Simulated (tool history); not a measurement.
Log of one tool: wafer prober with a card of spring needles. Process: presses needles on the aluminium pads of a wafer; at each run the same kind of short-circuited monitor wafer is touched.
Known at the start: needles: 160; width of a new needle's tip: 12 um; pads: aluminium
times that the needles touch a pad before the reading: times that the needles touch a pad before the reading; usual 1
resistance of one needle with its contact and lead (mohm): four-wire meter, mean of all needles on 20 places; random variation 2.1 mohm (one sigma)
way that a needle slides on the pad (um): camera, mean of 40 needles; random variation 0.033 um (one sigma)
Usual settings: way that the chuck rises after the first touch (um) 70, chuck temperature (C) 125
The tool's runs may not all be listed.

run   hour  way that the chuck rises after the first touch (um)  chuck temperature (C)  times that the needles touch a pad before the reading  resistance of one needle with its contact and lead (mohm)  way that a needle slides on the pad (um)
  1      0                                                   70                    125                                                      1                                                        226                                     17.27
       3.3  -- tips cleaned on abrasive film
       3.6  -- height of the first contact set anew
      19.3  -- tips cleaned on abrasive film
      33.1  -- tips cleaned on abrasive film
      45.9  -- tips cleaned on abrasive film
  2   45.9                                                   86                    125                                                      1                                                        225                                     21.19
      59.8  -- tips cleaned on abrasive film
        74  -- tips cleaned on abrasive film
        89  -- tips cleaned on abrasive film
  3   89.2                                                   86                    125                                                      1                                                        226                                     21.15
       104  -- tips cleaned on abrasive film
     118.5  -- tips cleaned on abrasive film
     120.4  -- height of the first contact set anew
  4  120.4                                                   86                    125                                                      2                                                        223                                     21.16
     132.2  -- tips cleaned on abrasive film
     145.6  -- tips cleaned on abrasive film
  5  156.7                                                   70                    125                                                      1                                                        225                                     17.19
     159.5  -- tips cleaned on abrasive film
     173.7  -- tips cleaned on abrasive film
     189.4  -- tips cleaned on abrasive film
  6    195                                                   70                    125                                                      1                                                        226                                     17.23
     203.7  -- tips cleaned on abrasive film
     218.2  -- tips cleaned on abrasive film
     231.9  -- tips cleaned on abrasive film
  7  231.9                                                   70                    125                                                      1                                                        230                                     17.19
     238.5  -- height of the first contact set anew
     247.2  -- tips cleaned on abrasive film
  8  256.1                                                   70                    125                                                      1                                                        226                                     17.21
     262.5  -- tips cleaned on abrasive film
     276.8  -- tips cleaned on abrasive film
     292.3  -- tips cleaned on abrasive film
  9  296.1                                                   62                    125                                                      1                                                        233                                     15.25
     306.9  -- tips cleaned on abrasive film
     321.6  -- tips cleaned on abrasive film
 10  324.7                                                   70                    125                                                      2                                                        226                                     17.17
     337.2  -- tips cleaned on abrasive film
     351.5  -- tips cleaned on abrasive film
     354.9  -- height of the first contact set anew
 11  359.6                                                   70                    125                                                      1                                                        230                                     17.11
     365.4  -- tips cleaned on abrasive film
     380.5  -- tips cleaned on abrasive film
 12  382.9                                                   70                    125                                                      1                                                        225                                     17.18
     395.6  -- tips cleaned on abrasive film
       410  -- tips cleaned on abrasive film
     425.1  -- tips cleaned on abrasive film
 13  426.7                                                   70                    125                                                      1                                                        222                                     17.17
     438.7  -- tips cleaned on abrasive film
     453.4  -- tips cleaned on abrasive film
     467.5  -- tips cleaned on abrasive film
     473.2  -- height of the first contact set anew
 14  477.3                                                   70                    125                                                      2                                                        225                                     17.12
     482.1  -- tips cleaned on abrasive film
     497.1  -- tips cleaned on abrasive film
 15  505.6                                                   55                     34                                                      2                                                        209                                     13.45
     511.3  -- tips cleaned on abrasive film
     524.1  -- tips cleaned on abrasive film
     539.3  -- tips cleaned on abrasive film
 16  540.2                                                   55                     34                                                      2                                                        210                                     13.43
     555.1  -- tips cleaned on abrasive film
     569.5  -- tips cleaned on abrasive film
     584.2  -- tips cleaned on abrasive film
 17  584.2                                                   50                     34                                                      2                                                        206                                     12.23
     590.8  -- height of the first contact set anew
     599.3  -- tips cleaned on abrasive film
     612.3  -- tips cleaned on abrasive film
 18  623.9                                                   70                    113                                                      2                                                        222                                      17.1
     626.1  -- tips cleaned on abrasive film
     640.2  -- tips cleaned on abrasive film
     655.4  -- tips cleaned on abrasive film
     670.4  -- tips cleaned on abrasive film
 19  671.3                                                   76                     49                                                      2                                                        208                                     18.51
     684.1  -- tips cleaned on abrasive film
     698.2  -- tips cleaned on abrasive film
     706.9  -- height of the first contact set anew
     712.8  -- tips cleaned on abrasive film
 20  716.1                                                   63                    102                                                      1                                                        222                                     15.29
     725.7  -- tips cleaned on abrasive film
     740.6  -- tips cleaned on abrasive film
       754  -- tips cleaned on abrasive film
       767  -- tips cleaned on abrasive film
 21    767                                                   70                     66                                                      1                                                        212                                     16.98
     780.2  -- tips cleaned on abrasive film
     795.8  -- tips cleaned on abrasive film
 22  798.1                                                   61                     95                                                      1                                                        224                                     14.79
     809.8  -- tips cleaned on abrasive film
     825.1  -- tips cleaned on abrasive film
     825.4  -- height of the first contact set anew
     839.3  -- tips cleaned on abrasive film
 23  842.5                                                   61                     36                                                      3                                                        209                                     14.82
     853.9  -- tips cleaned on abrasive film
     869.4  -- tips cleaned on abrasive film
 24  874.2                                                   78                     32                                                      2                                                        203                                     18.92
     883.2  -- tips cleaned on abrasive film
 25  895.5                                                   66                    122                                                      3                                                        227                                        16
     898.4  -- tips cleaned on abrasive film
     911.2  -- tips cleaned on abrasive film
 26  922.8                                                   59                     76                                                      2                                                        216                                     14.25
     926.1  -- tips cleaned on abrasive film
     940.6  -- tips cleaned on abrasive film
       944  -- height of the first contact set anew
     956.8  -- tips cleaned on abrasive film
 27  969.5                                                   73                     76                                                      2                                                        216                                     17.68

Forecast each of these 3 alternatives for the next run:
        972  -- tips cleaned on abrasive film
      986.4  -- tips cleaned on abrasive film
      999.7  -- tips cleaned on abrasive film
  A  1008.7                                                   54                     68                                                      1                                                          ?                                         ?
        972  -- tips cleaned on abrasive film
      986.4  -- tips cleaned on abrasive film
      999.7  -- tips cleaned on abrasive film
  B  1008.7                                                   70                     74                                                      1                                                          ?                                         ?
        972  -- tips cleaned on abrasive film
      986.4  -- tips cleaned on abrasive film
      999.7  -- tips cleaned on abrasive film
  C  1008.7                                                   73                     27                                                      2                                                          ?                                         ?

run  resistance of one needle with its contact and lead (mohm)  way that a needle slides on the pad (um)
  A                                                        219                                     13.15
  B                                                        219                                     16.97
  C                                                        205                                     17.66
Without the tool's hidden state the same runs would have given:
run  resistance of one needle with its contact and lead (mohm)  way that a needle slides on the pad (um)
  A                                                        218                                     13.41
  B                                                        218                                     17.31
  C                                                        204                                     18.02
